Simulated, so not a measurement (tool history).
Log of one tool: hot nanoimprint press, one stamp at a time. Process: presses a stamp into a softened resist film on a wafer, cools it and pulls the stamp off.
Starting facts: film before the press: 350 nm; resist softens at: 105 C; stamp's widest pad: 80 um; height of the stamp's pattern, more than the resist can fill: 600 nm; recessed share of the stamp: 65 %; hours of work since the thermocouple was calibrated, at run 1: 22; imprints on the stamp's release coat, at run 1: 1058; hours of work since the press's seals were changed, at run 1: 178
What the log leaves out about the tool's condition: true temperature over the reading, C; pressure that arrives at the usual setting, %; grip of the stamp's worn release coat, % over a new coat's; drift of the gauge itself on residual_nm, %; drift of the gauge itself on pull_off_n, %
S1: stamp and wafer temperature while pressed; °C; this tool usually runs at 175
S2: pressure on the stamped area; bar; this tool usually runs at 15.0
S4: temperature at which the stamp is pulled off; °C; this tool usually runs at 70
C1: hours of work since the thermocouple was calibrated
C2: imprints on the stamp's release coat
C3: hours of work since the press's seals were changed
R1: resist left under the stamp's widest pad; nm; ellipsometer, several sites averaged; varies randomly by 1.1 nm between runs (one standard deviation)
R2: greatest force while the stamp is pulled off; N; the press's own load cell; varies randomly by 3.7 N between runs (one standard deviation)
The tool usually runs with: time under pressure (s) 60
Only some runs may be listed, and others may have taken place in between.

{"run": 1, "day": 0.0, "S1": 175, "S2": 15.0, "time under pressure (s)": 60, "S4": 70, "C1": 22, "C2": 1058, "C3": 178, "R1": 205.9, "R2": 189}
{"run": 2, "day": 0.3, "S1": 175, "S2": 15.0, "time under pressure (s)": 60, "S4": 70, "C1": 27, "C2": 1074, "C3": 182, "R1": 207.2, "R2": 190}
{"run": 3, "day": 0.933, "S1": 175, "S2": 22.2, "time under pressure (s)": 60, "S4": 70, "C1": 35, "C2": 1108, "C3": 191, "R1": 169.2, "R2": 194}
{"run": 4, "day": 1.596, "S1": 175, "S2": 14.0, "time under pressure (s)": 60, "S4": 70, "C1": 45, "C2": 1142, "C3": 200, "R1": 212.7, "R2": 198}
{"run": 5, "day": 2.133, "S1": 175, "S2": 14.0, "time under pressure (s)": 60, "S4": 70, "C1": 52, "C2": 1171, "C3": 208, "R1": 213.7, "R2": 199}
{"run": 6, "day": 2.775, "S1": 175, "S2": 14.0, "time under pressure (s)": 60, "S4": 70, "C1": 61, "C2": 1204, "C3": 217, "R1": 214.3, "R2": 195}
{"run": 7, "day": 3.217, "S1": 175, "S2": 14.0, "time under pressure (s)": 60, "S4": 70, "C1": 67, "C2": 1228, "C3": 223, "R1": 212.0, "R2": 194}
{"run": 8, "day": 3.85, "S1": 175, "S2": 14.0, "time under pressure (s)": 60, "S4": 70, "C1": 76, "C2": 1261, "C3": 231, "R1": 213.4, "R2": 193}
{"run": 9, "day": 4.329, "S1": 175, "S2": 15.0, "time under pressure (s)": 67, "S4": 70, "C1": 83, "C2": 1286, "C3": 238, "R1": 200.4, "R2": 203}
{"run": 10, "day": 4.642, "S1": 175, "S2": 15.0, "time under pressure (s)": 67, "S4": 70, "C1": 87, "C2": 1303, "C3": 242, "R1": 198.4, "R2": 198}
{"run": 11, "day": 5.162, "S1": 175, "S2": 15.0, "time under pressure (s)": 60, "S4": 70, "C1": 94, "C2": 1330, "C3": 250, "R1": 207.9, "R2": 191}
{"run": 12, "day": 5.483, "S1": 175, "S2": 15.0, "time under pressure (s)": 60, "S4": 75, "C1": 99, "C2": 1347, "C3": 254, "R1": 205.0, "R2": 188}
{"run": 13, "day": 5.888, "S1": 175, "S2": 22.4, "time under pressure (s)": 60, "S4": 70, "C1": 104, "C2": 1369, "C3": 260, "R1": 167.0, "R2": 196}
{"run": 14, "day": 6.225, "S1": 175, "S2": 22.4, "time under pressure (s)": 60, "S4": 70, "C1": 109, "C2": 1386, "C3": 264, "R1": 167.1, "R2": 196}
{"run": 15, "day": 6.742, "S1": 175, "S2": 22.4, "time under pressure (s)": 77, "S4": 70, "C1": 116, "C2": 1414, "C3": 272, "R1": 155.1, "R2": 196}
{"run": 16, "day": 7.342, "S1": 175, "S2": 17.6, "time under pressure (s)": 115, "S4": 67, "C1": 124, "C2": 1445, "C3": 280, "R1": 156.5, "R2": 207}
{"run": 17, "day": 7.762, "S1": 175, "S2": 17.6, "time under pressure (s)": 115, "S4": 67, "C1": 130, "C2": 1467, "C3": 286, "R1": 154.5, "R2": 210}
{"run": 18, "day": 8.046, "S1": 175, "S2": 17.6, "time under pressure (s)": 115, "S4": 67, "C1": 134, "C2": 1482, "C3": 290, "R1": 156.2, "R2": 197}
{"run": 19, "day": 8.404, "S1": 175, "S2": 15.0, "time under pressure (s)": 47, "S4": 63, "C1": 139, "C2": 1501, "C3": 295, "R1": 222.2, "R2": 201}
{"day": 8.817, "done": "stamp cleaned and given a new release coat"}
{"run": 20, "day": 9.038, "S1": 175, "S2": 15.0, "time under pressure (s)": 47, "S4": 63, "C1": 145, "C2": 11, "C3": 300, "R1": 218.3, "R2": 200}
{"run": 21, "day": 9.583, "S1": 165, "S2": 22.3, "time under pressure (s)": 47, "S4": 63, "C1": 152, "C2": 40, "C3": 308, "R1": 240.4, "R2": 210}
{"run": 22, "day": 10.171, "S1": 186, "S2": 18.6, "time under pressure (s)": 33, "S4": 63, "C1": 160, "C2": 71, "C3": 316, "R1": 166.7, "R2": 212}
{"run": 23, "day": 10.7, "S1": 186, "S2": 12.3, "time under pressure (s)": 33, "S4": 58, "C1": 168, "C2": 99, "C3": 323, "R1": 205.7, "R2": 208}
{"run": 24, "day": 11.233, "S1": 175, "S2": 17.9, "time under pressure (s)": 60, "S4": 58, "C1": 175, "C2": 127, "C3": 331, "R1": 189.6, "R2": 216}

Run 25, settings as shown, results not yet in. Your forecast:
{"run": 25, "day": 11.9, "S1": 168, "S2": 15.0, "time under pressure (s)": 100, "S4": 70, "C1": 184, "C2": 162, "C3": 340, "R1": "?", "R2": "?"}

{"run 25": {"R1": 215.8, "R2": 197}}
Take away the tool's hidden state, keep the run-to-run variation as it was, and the same run would have given R1 215.9 nm, R2 197 N.
